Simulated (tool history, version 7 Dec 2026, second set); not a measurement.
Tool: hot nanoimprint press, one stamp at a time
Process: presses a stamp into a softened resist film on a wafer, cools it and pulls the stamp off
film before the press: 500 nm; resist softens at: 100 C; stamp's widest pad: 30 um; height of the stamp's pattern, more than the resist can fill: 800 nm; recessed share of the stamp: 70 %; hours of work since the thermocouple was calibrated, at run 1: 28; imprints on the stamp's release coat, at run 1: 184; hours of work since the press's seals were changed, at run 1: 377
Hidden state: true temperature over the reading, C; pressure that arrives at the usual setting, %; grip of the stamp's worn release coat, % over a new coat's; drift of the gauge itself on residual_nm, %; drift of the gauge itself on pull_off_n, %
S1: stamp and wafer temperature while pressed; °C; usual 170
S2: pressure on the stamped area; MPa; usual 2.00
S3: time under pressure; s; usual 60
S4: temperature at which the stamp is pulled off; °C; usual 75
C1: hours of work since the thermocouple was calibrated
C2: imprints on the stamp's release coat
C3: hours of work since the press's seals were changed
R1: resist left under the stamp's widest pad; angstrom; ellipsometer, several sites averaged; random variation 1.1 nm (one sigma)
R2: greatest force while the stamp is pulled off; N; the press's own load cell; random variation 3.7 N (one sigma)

run 1 day=0.000 | S1=170 S2=2.00 S3=60 S4=75 | C1=28 C2=184 C3=377 | R1=2386 R2=215
run 2 day=1.883 | S1=163 S2=2.00 S3=60 S4=75 | C1=63 C2=423 C3=412 | R1=3158 R2=222
run 3 day=5.683 | S1=163 S2=2.00 S3=60 S4=75 | C1=135 C2=904 C3=484 | R1=3130 R2=222
run 4 day=7.612 | S1=163 S2=2.00 S3=60 S4=75 | C1=171 C2=1148 C3=520 | R1=3140 R2=213
run 5 day=11.033 | S1=170 S2=2.00 S3=60 S4=67 | C1=236 C2=1581 C3=585 | R1=2380 R2=253
-- day=13.650 stamp cleaned and given a new release coat
run 6 day=14.783 | S1=170 S2=2.00 S3=60 S4=67 | C1=302 C2=143 C3=651 | R1=2362 R2=238
run 7 day=16.667 | S1=170 S2=2.00 S3=60 S4=67 | C1=337 C2=382 C3=686 | R1=2359 R2=237
run 8 day=18.321 | S1=162 S2=3.10 S3=60 S4=62 | C1=369 C2=592 C3=718 | R1=2674 R2=257
-- day=20.325 press's hydraulic seals changed and the load cell set to zero
-- day=22.279 plate thermocouple calibrated
run 9 day=22.717 | S1=162 S2=3.10 S3=60 S4=62 | C1=8 C2=1090 C3=43 | R1=2691 R2=246
run 10 day=25.300 | S1=170 S2=1.35 S3=62 S4=71 | C1=57 C2=1417 C3=92 | R1=2813 R2=233
run 11 day=27.292 | S1=170 S2=1.35 S3=62 S4=71 | C1=95 C2=1670 C3=129 | R1=2789 R2=231

Some steps in R1 between neighbouring runs. How much of each would the tool show without its hidden state too (settings, what came in, random variation), and how much is left for the hidden state, with any gauge scatter that isn't in both results?
Run 1 -> 2: S1 170 -> 163. R1 +772 angstrom: hidden state -2, all else +774.
Run 8 -> 9: press's hydraulic seals changed and the load cell set to zero, plate thermocouple calibrated. R1 +17 angstrom: hidden state -13, all else +30.
